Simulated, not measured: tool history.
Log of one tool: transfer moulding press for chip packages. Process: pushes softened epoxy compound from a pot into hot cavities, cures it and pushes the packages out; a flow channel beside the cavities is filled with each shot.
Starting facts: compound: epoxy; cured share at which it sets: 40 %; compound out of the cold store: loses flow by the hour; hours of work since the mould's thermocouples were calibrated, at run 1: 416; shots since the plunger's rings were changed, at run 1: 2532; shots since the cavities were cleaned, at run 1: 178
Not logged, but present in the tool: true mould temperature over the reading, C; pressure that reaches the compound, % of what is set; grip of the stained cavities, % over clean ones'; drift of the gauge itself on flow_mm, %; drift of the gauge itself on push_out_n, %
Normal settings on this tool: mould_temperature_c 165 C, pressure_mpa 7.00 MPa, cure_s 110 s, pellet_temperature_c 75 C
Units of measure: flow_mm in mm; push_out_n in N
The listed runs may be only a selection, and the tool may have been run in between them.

| run | hour | mould_temperature_c | pressure_mpa | cure_s | pellet_temperature_c | hours of work since the mould's thermocouples were calibrated | shots since the plunger's rings were changed | shots since the cavities were cleaned | incoming compound's hours out of the cold store | flow_mm | push_out_n |
|---|---|---|---|---|---|---|---|---|---|---|---|
| 1 | 0.0 | 165 | 7.00 | 110 | 75 | 416 | 2532 | 178 | 13.5 | 745 | 411 |
| 2 | 14.2 | 165 | 7.00 | 110 | 75 | 426 | 2706 | 352 | 21.1 | 707 | 448 |
| 3 | 25.8 | 165 | 7.00 | 110 | 75 | 434 | 2847 | 493 | 17.6 | 723 | 478 |
| 4 | 33.5 | 165 | 7.00 | 110 | 70 | 439 | 2941 | 587 | 39.9 | 641 | 462 |
| 5 | 41.6 | 163 | 7.00 | 110 | 75 | 445 | 3040 | 686 | 46.5 | 627 | 515 |
|  | 51.8 | cavities cleaned with cleaning compound and waxed |
|  | 57.6 | plunger's sealing rings changed |
| 6 | 57.6 | 165 | 8.17 | 110 | 75 | 453 | 0 | 40 | 24.8 | 792 | 367 |
| 7 | 66.4 | 165 | 7.00 | 110 | 75 | 460 | 107 | 147 | 30.6 | 705 | 391 |
| 8 | 75.2 | 165 | 7.00 | 91 | 75 | 466 | 215 | 255 | 22.8 | 738 | 571 |
| 9 | 90.4 | 165 | 7.00 | 110 | 67 | 477 | 400 | 440 | 12.2 | 778 | 492 |
|  | 100.8 | mould's thermocouples calibrated |
| 10 | 103.8 | 165 | 7.00 | 110 | 75 | 2 | 540 | 580 | 22.4 | 734 | 486 |
| 11 | 110.9 | 165 | 7.00 | 110 | 75 | 7 | 627 | 667 | 13.6 | 771 | 488 |
|  | 123.2 | cavities cleaned with cleaning compound and waxed |
| 12 | 126.8 | 165 | 7.00 | 110 | 75 | 17 | 802 | 43 | 46.4 | 639 | 358 |
|  | 133.8 | mould's thermocouples calibrated, once more |
| 13 | 136.4 | 165 | 7.00 | 110 | 75 | 2 | 896 | 137 | 30.5 | 702 | 423 |
| 14 | 148.4 | 165 | 7.00 | 110 | 75 | 10 | 1042 | 283 | 38.1 | 671 | 434 |
| 15 | 158.8 | 165 | 5.40 | 110 | 75 | 18 | 1170 | 411 | 9.7 | 691 | 495 |
| 16 | 166.5 | 165 | 5.40 | 110 | 75 | 23 | 1263 | 504 | 19.8 | 652 | 486 |
| 17 | 179.0 | 165 | 5.40 | 110 | 75 | 32 | 1416 | 657 | 35.6 | 595 | 484 |
| 18 | 189.4 | 161 | 6.74 | 138 | 75 | 39 | 1543 | 784 | 32.5 | 689 | 451 |
|  | 192.4 | cavities cleaned with cleaning compound and waxed |
| 19 | 198.7 | 172 | 5.72 | 96 | 75 | 45 | 1638 | 77 | 36.3 | 586 | 348 |
| 20 | 209.1 | 172 | 5.55 | 110 | 75 | 52 | 1766 | 205 | 23.5 | 617 | 342 |
| 21 | 224.4 | 172 | 6.36 | 95 | 83 | 63 | 1952 | 391 | 28.2 | 641 | 424 |
| 22 | 238.2 | 172 | 6.72 | 98 | 83 | 73 | 2121 | 560 | 14.1 | 709 | 438 |
| 23 | 251.6 | 165 | 7.00 | 102 | 75 | 82 | 2284 | 723 | 33.0 | 680 | 539 |
|  | 259.1 | cavities cleaned with cleaning compound and waxed |
| 24 | 262.2 | 165 | 6.00 | 102 | 66 | 89 | 2395 | 37 | 45.1 | 586 | 421 |
| 25 | 276.3 | 165 | 6.32 | 142 | 74 | 99 | 2568 | 210 | 13.4 | 715 | 364 |
| 26 | 283.8 | 165 | 6.32 | 142 | 74 | 104 | 2659 | 301 | 12.1 | 718 | 387 |
| 27 | 293.3 | 161 | 7.64 | 110 | 75 | 111 | 2776 | 418 | 14.9 | 796 | 617 |

Hidden state at the last listed run before each entry between runs and at the first one after, where it differs:
Between runs 5 and 6: cavities cleaned with cleaning compound and waxed (hour 51.8); plunger's sealing rings changed (hour 57.6)
  true mould temperature over the reading, C: 0.95 -> 0.97; pressure that reaches the compound, % of what is set: 90.27 -> 99.98; grip of the stained cavities, % over clean ones': 38.9 -> 4.7
  measured value less the no-hidden-state value, flow_mm: -36 -> -5 mm; push_out_n: +126 -> +0 N
Between runs 9 and 10: mould's thermocouples calibrated (hour 100.8)
  true mould temperature over the reading, C: 1.02 -> 1.16; pressure that reaches the compound, % of what is set: 98.86 -> 98.49; grip of the stained cavities, % over clean ones': 32.4 -> 37.1
  measured value less the no-hidden-state value, flow_mm: -9 -> -10 mm; push_out_n: +99 -> +111 N
Between runs 11 and 12: cavities cleaned with cleaning compound and waxed (hour 123.2)
  true mould temperature over the reading, C: 1.17 -> 1.19; pressure that reaches the compound, % of what is set: 98.23 -> 97.72; grip of the stained cavities, % over clean ones': 39.7 -> 6.3
  measured value less the no-hidden-state value, flow_mm: -13 -> -12 mm; push_out_n: +117 -> +6 N
Between runs 12 and 13: mould's thermocouples calibrated, once more (hour 133.8)
  true mould temperature over the reading, C: 1.19 -> -0.02; pressure that reaches the compound, % of what is set: 97.72 -> 97.47; grip of the stained cavities, % over clean ones': 6.3 -> 14.5
  measured value less the no-hidden-state value, flow_mm: -12 -> -9 mm; push_out_n: +6 -> +55 N
Between runs 18 and 19: cavities cleaned with cleaning compound and waxed (hour 192.4)
  true mould temperature over the reading, C: 0.05 -> 0.07; pressure that reaches the compound, % of what is set: 95.55 -> 95.3; grip of the stained cavities, % over clean ones': 42.7 -> 9.3
  measured value less the no-hidden-state value, flow_mm: -16 -> -15 mm; push_out_n: +135 -> +29 N
Between runs 23 and 24: cavities cleaned with cleaning compound and waxed (hour 259.1)
  true mould temperature over the reading, C: 0.15 -> 0.17; pressure that reaches the compound, % of what is set: 93.51 -> 93.15; grip of the stained cavities, % over clean ones': 41.6 -> 6
  measured value less the no-hidden-state value, flow_mm: -24 -> -22 mm; push_out_n: +157 -> +20 N
